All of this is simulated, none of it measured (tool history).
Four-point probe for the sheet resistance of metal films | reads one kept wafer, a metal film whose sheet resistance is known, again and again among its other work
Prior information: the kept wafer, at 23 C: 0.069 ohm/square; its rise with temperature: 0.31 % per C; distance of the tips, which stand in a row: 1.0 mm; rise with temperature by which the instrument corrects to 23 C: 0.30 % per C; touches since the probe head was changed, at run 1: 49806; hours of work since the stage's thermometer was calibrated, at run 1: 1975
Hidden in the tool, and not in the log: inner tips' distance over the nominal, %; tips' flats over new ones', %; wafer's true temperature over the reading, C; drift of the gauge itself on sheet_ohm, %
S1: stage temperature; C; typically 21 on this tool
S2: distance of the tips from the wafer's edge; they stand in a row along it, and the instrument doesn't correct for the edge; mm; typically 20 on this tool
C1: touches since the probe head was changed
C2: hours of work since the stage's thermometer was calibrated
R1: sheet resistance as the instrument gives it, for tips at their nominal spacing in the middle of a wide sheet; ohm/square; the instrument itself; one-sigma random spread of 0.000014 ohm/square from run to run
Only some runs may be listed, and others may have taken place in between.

run	hour	S1	S2	C1	C2	R1
1	0.0	21	20	49806	1975	0.069138
2	51.8	21	20	51208	2004	0.069169
3	85.1	21	20	52110	2023	0.069154
4	128.2	21	20	53275	2047	0.069190
5	163.1	21	20	54219	2066	0.069172
6	201.7	21	20	55264	2088	0.069139
7	256.5	21	20	56747	2119	0.069173
8	297.1	21	20	57846	2142	0.069188
9	339.3	29	4	58988	2165	0.071362
10	370.3	30	23	59826	2183	0.069185
11	398.0	19	7	60575	2198	0.069845
12	444.2	19	7	61826	2224	0.069851
13	497.5	19	7	63268	2254	0.069841

Here are 5 independent what-if runs from the current tool condition. What would each one return?
A	532.6	19	3	64217	2274	?
B	532.6	20	34	64217	2274	?
C	532.6	22	9	64217	2274	?
D	532.6	33	29	64217	2274	?
E	532.6	32	8	64217	2274	?

run	R1
A	0.072998
B	0.069128
C	0.069544
D	0.069141
E	0.069700
Stripped of hidden state, with their random variation kept, the same runs would have yielded:
run	R1
A	0.072893
B	0.069028
C	0.069443
D	0.069039
E	0.069597

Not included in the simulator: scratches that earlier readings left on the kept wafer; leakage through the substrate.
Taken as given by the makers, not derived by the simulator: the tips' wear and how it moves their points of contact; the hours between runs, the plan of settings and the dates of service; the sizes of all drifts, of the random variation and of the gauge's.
